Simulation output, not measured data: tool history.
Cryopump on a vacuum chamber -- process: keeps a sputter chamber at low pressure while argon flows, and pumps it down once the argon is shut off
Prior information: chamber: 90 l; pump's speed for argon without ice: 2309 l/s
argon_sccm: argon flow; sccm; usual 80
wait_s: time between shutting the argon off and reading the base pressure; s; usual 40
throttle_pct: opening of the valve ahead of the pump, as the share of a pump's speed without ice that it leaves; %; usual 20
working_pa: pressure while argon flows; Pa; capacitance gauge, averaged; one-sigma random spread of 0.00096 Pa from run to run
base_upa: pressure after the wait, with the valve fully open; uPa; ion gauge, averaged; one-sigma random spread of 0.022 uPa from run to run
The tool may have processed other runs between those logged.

run     day  argon_sccm  wait_s  throttle_pct  working_pa  base_upa
  1       0          80      40            20      0.2981      1.03
  2   3.446          80      40            20      0.2987      1.13
  3   6.921          80      40            40      0.1557      1.11
  4     9.6          86      40            20      0.3263       1.1
  5  12.012          86      40            20      0.3254      1.15
     12.571  -- pump warmed up, emptied and cooled again
  6  15.792          86      40            20      0.3157      1.07
  7  18.846          47      40            20      0.1729      1.11
  8  21.504          80     102            20      0.2978      0.86
  9  24.988          80      40            20      0.3001      1.13
 10  27.271          80      40            20      0.2991      1.13
     28.783  -- leaking fittings of the chamber tightened, without venting
 11  29.371          80      40            20      0.2989      0.62
 12    32.4          80      40            20      0.3009      0.67
 13  34.504          80      40            20      0.2997      0.66
 14  38.275          57      62            20      0.2166      0.44
     39.983  -- pump warmed up, emptied and cooled again
 15  42.017          80      80            20      0.2944      0.48
 16  44.458         124      31            20      0.4566      0.79
 17  46.275          47      89            54      0.0649      0.42
 18  49.317         119      46            54      0.1672      0.62
 19  51.138          65      21            50      0.0979      1.12
 20  53.012          92      40            22      0.3132      0.68
 21  56.788          65      51            49      0.1033      0.63
 22  58.392          47     239            20       0.177      0.34
 23  61.762          47     239            20      0.1769      0.39

Below are 4 alternative next runs, each starting from the tool's condition after run 23. Predict each:
  A  64.812         153     109            41           ?         ?
  B  64.812          46     151            24           ?         ?
  C  64.812          68      23            56           ?         ?
  D  64.812          72      40            20           ?         ?

run  working_pa  base_upa
  A      0.2917       0.5
  B      0.1461      0.43
  C      0.0972      1.08
  D      0.2731      0.79
With no hidden state in the tool, these same runs would have given:
run  working_pa  base_upa
  A      0.2728      0.33
  B      0.1404      0.25
  C      0.0888      0.91
  D      0.2642      0.61

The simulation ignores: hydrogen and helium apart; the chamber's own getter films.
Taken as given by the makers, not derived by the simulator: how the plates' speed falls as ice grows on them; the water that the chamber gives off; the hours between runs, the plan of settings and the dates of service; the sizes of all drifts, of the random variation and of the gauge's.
